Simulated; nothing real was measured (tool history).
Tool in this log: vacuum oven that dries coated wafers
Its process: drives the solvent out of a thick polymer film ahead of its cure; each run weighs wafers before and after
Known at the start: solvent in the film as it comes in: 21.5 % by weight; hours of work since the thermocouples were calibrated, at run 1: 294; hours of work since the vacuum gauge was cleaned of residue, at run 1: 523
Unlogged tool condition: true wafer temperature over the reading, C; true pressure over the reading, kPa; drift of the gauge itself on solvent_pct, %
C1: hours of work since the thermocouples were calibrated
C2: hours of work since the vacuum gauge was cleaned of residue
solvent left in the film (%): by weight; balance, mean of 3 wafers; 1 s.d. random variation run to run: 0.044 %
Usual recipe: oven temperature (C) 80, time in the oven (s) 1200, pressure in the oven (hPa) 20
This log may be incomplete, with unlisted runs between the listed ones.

run 1 hour=0 | oven_temperature_(C)=80 time_in_the_oven_(s)=1200 pressure_in_the_oven_(hPa)=20 | C1=294 C2=523 | solvent_left_in_the_film_(%)=3.74
run 2 hour=31.1 | oven_temperature_(C)=80 time_in_the_oven_(s)=1200 pressure_in_the_oven_(hPa)=20 | C1=313 C2=542 | solvent_left_in_the_film_(%)=3.78
run 3 hour=68.8 | oven_temperature_(C)=80 time_in_the_oven_(s)=1200 pressure_in_the_oven_(hPa)=20 | C1=336 C2=565 | solvent_left_in_the_film_(%)=3.7
run 4 hour=111.2 | oven_temperature_(C)=74 time_in_the_oven_(s)=1200 pressure_in_the_oven_(hPa)=20 | C1=362 C2=591 | solvent_left_in_the_film_(%)=5.28
run 5 hour=138.5 | oven_temperature_(C)=80 time_in_the_oven_(s)=1200 pressure_in_the_oven_(hPa)=15.5 | C1=379 C2=608 | solvent_left_in_the_film_(%)=3.65
run 6 hour=167.5 | oven_temperature_(C)=80 time_in_the_oven_(s)=1200 pressure_in_the_oven_(hPa)=17.3 | C1=396 C2=626 | solvent_left_in_the_film_(%)=3.69
run 7 hour=200.7 | oven_temperature_(C)=80 time_in_the_oven_(s)=1200 pressure_in_the_oven_(hPa)=17.3 | C1=417 C2=646 | solvent_left_in_the_film_(%)=3.65
run 8 hour=228.6 | oven_temperature_(C)=80 time_in_the_oven_(s)=1200 pressure_in_the_oven_(hPa)=17.3 | C1=434 C2=663 | solvent_left_in_the_film_(%)=3.61
run 9 hour=258.3 | oven_temperature_(C)=80 time_in_the_oven_(s)=1200 pressure_in_the_oven_(hPa)=35.7 | C1=452 C2=681 | solvent_left_in_the_film_(%)=4.12
run 10 hour=283.6 | oven_temperature_(C)=80 time_in_the_oven_(s)=1200 pressure_in_the_oven_(hPa)=35.7 | C1=467 C2=696 | solvent_left_in_the_film_(%)=4.07
run 11 hour=313 | oven_temperature_(C)=80 time_in_the_oven_(s)=1200 pressure_in_the_oven_(hPa)=35.7 | C1=485 C2=714 | solvent_left_in_the_film_(%)=4
run 12 hour=348.9 | oven_temperature_(C)=80 time_in_the_oven_(s)=1200 pressure_in_the_oven_(hPa)=35.7 | C1=507 C2=736 | solvent_left_in_the_film_(%)=4.05
run 13 hour=383.5 | oven_temperature_(C)=80 time_in_the_oven_(s)=1200 pressure_in_the_oven_(hPa)=35.7 | C1=528 C2=757 | solvent_left_in_the_film_(%)=4.07
run 14 hour=420.9 | oven_temperature_(C)=80 time_in_the_oven_(s)=1200 pressure_in_the_oven_(hPa)=20 | C1=551 C2=780 | solvent_left_in_the_film_(%)=3.64
run 15 hour=446.9 | oven_temperature_(C)=80 time_in_the_oven_(s)=1200 pressure_in_the_oven_(hPa)=20 | C1=567 C2=796 | solvent_left_in_the_film_(%)=3.64
run 16 hour=468.3 | oven_temperature_(C)=80 time_in_the_oven_(s)=1200 pressure_in_the_oven_(hPa)=20 | C1=580 C2=809 | solvent_left_in_the_film_(%)=3.63
run 17 hour=501.8 | oven_temperature_(C)=80 time_in_the_oven_(s)=1200 pressure_in_the_oven_(hPa)=20 | C1=601 C2=830 | solvent_left_in_the_film_(%)=3.61
run 18 hour=542 | oven_temperature_(C)=67 time_in_the_oven_(s)=1200 pressure_in_the_oven_(hPa)=20 | C1=625 C2=854 | solvent_left_in_the_film_(%)=7.07
run 19 hour=563.5 | oven_temperature_(C)=67 time_in_the_oven_(s)=1200 pressure_in_the_oven_(hPa)=20 | C1=638 C2=867 | solvent_left_in_the_film_(%)=7.04
run 20 hour=601.6 | oven_temperature_(C)=79 time_in_the_oven_(s)=1140 pressure_in_the_oven_(hPa)=20 | C1=661 C2=891 | solvent_left_in_the_film_(%)=4.13
run 21 hour=620 | oven_temperature_(C)=82 time_in_the_oven_(s)=660 pressure_in_the_oven_(hPa)=10.9 | C1=673 C2=902 | solvent_left_in_the_film_(%)=6.46
run 22 hour=651.2 | oven_temperature_(C)=86 time_in_the_oven_(s)=1140 pressure_in_the_oven_(hPa)=55 | C1=692 C2=921 | solvent_left_in_the_film_(%)=3.23
run 23 hour=678.9 | oven_temperature_(C)=72 time_in_the_oven_(s)=1200 pressure_in_the_oven_(hPa)=20 | C1=709 C2=938 | solvent_left_in_the_film_(%)=5.76
run 24 hour=697.4 | oven_temperature_(C)=80 time_in_the_oven_(s)=1200 pressure_in_the_oven_(hPa)=26.2 | C1=720 C2=949 | solvent_left_in_the_film_(%)=3.7
run 25 hour=721.7 | oven_temperature_(C)=84 time_in_the_oven_(s)=1140 pressure_in_the_oven_(hPa)=20 | C1=735 C2=964 | solvent_left_in_the_film_(%)=2.95
run 26 hour=742 | oven_temperature_(C)=70 time_in_the_oven_(s)=1200 pressure_in_the_oven_(hPa)=20 | C1=747 C2=976 | solvent_left_in_the_film_(%)=6.15
run 27 hour=766.8 | oven_temperature_(C)=77 time_in_the_oven_(s)=720 pressure_in_the_oven_(hPa)=11.7 | C1=762 C2=991 | solvent_left_in_the_film_(%)=7.22
run 28 hour=796.3 | oven_temperature_(C)=82 time_in_the_oven_(s)=1200 pressure_in_the_oven_(hPa)=17.5 | C1=780 C2=1009 | solvent_left_in_the_film_(%)=3.04
run 29 hour=829.9 | oven_temperature_(C)=80 time_in_the_oven_(s)=1800 pressure_in_the_oven_(hPa)=20 | C1=801 C2=1030 | solvent_left_in_the_film_(%)=1.83
run 30 hour=863.9 | oven_temperature_(C)=85 time_in_the_oven_(s)=960 pressure_in_the_oven_(hPa)=20 | C1=822 C2=1051 | solvent_left_in_the_film_(%)=3.49
run 31 hour=892.4 | oven_temperature_(C)=80 time_in_the_oven_(s)=840 pressure_in_the_oven_(hPa)=57 | C1=839 C2=1068 | solvent_left_in_the_film_(%)=6.34
run 32 hour=923.9 | oven_temperature_(C)=80 time_in_the_oven_(s)=840 pressure_in_the_oven_(hPa)=57 | C1=858 C2=1087 | solvent_left_in_the_film_(%)=6.3

Below are 3 alternative next runs, each starting from the tool's condition after run 32. Predict each:
run A hour=966.5 | oven_temperature_(C)=84 time_in_the_oven_(s)=1080 pressure_in_the_oven_(hPa)=17.8 | C1=884 C2=1113 | solvent_left_in_the_film_(%)=?
run B hour=966.5 | oven_temperature_(C)=83 time_in_the_oven_(s)=840 pressure_in_the_oven_(hPa)=57 | C1=884 C2=1113 | solvent_left_in_the_film_(%)=?
run C hour=966.5 | oven_temperature_(C)=77 time_in_the_oven_(s)=900 pressure_in_the_oven_(hPa)=20.9 | C1=884 C2=1113 | solvent_left_in_the_film_(%)=?

run=A solvent_left_in_the_film_(%)=3.15
run=B solvent_left_in_the_film_(%)=5.43
run=C solvent_left_in_the_film_(%)=5.88
Without the tool's unlogged condition, the same runs would have read:
run=A solvent_left_in_the_film_(%)=3.64
run=B solvent_left_in_the_film_(%)=6.06
run=C solvent_left_in_the_film_(%)=6.5
